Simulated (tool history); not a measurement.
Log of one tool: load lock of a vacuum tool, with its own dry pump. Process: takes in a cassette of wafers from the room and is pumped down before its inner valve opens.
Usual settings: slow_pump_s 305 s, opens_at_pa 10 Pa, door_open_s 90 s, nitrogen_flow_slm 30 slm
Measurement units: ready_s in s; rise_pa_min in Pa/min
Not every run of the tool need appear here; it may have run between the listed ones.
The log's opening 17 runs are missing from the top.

run	day	slow_pump_s	opens_at_pa	door_open_s	nitrogen_flow_slm	hours that the pump has run since its overhaul	times that the door has closed on its seal	incoming humidity of the room's air, %	ready_s	rise_pa_min
18	156.779	305	10	158	30	11391	14385	43.8	382.5	0.012
19	169.704	305	10	158	30	11701	15722	47.5	385.5	0.018
20	177.55	305	10	102	4	11890	16534	46.5	382.1	0.032
21	187.254	388	10	64	5	12123	17539	46.1	459.6	0.024
22	192.904	305	10	82	18	12258	18123	46.7	379.7	0.012
23	202.454	348	13	61	30	12487	19112	45.8	419.8	0.009
24	215.504	305	10	233	44	12801	20462	48.1	381	0.016
25	226.092	305	10	90	15	13055	21558	45.6	385.3	0.016
26	234.383	305	10	72	5	13254	22416	43.1	379.2	0.028
27	245.633	305	10	72	5	13524	23580	48.3	383.3	0.027
28	251.733	174	9	90	30	13670	24212	43.2	262.8	0.012
29	258.329	174	9	90	30	13828	24894	47.8	262.4	0.015
30	270.562	305	10	75	41	14122	26160	48.5	386	0.012
31	279.45	305	10	75	41	14335	27080	44.3	383.6	0.008
32	289.933	564	10	80	8	14587	28164	48.6	618.3	0.024
33	295.371	564	17	101	21	14717	28727	45	616.2	0.012
34	302.238	183	16	101	38	14882	29438	45.2	263.6	0.009

Alternative continuations, all from the tool just after run 34; predict every row:
A	314.85	305	10	98	30	15185	30743	43	?	?
B	314.85	183	16	101	18	15185	30743	45.6	?	?
C	314.85	319	7	103	38	15185	30743	48.5	?	?
D	314.85	305	10	57	28	15185	30743	47.5	?	?

run	ready_s	rise_pa_min
A	382.5	0.012
B	262.2	0.014
C	398.7	0.015
D	384.7	0.011
Take away the tool's hidden state, keep each run's random variation, and the runs would have read:
run	ready_s	rise_pa_min
A	382.4	0.011
B	262.1	0.013
C	398.7	0.014
D	384.7	0.01
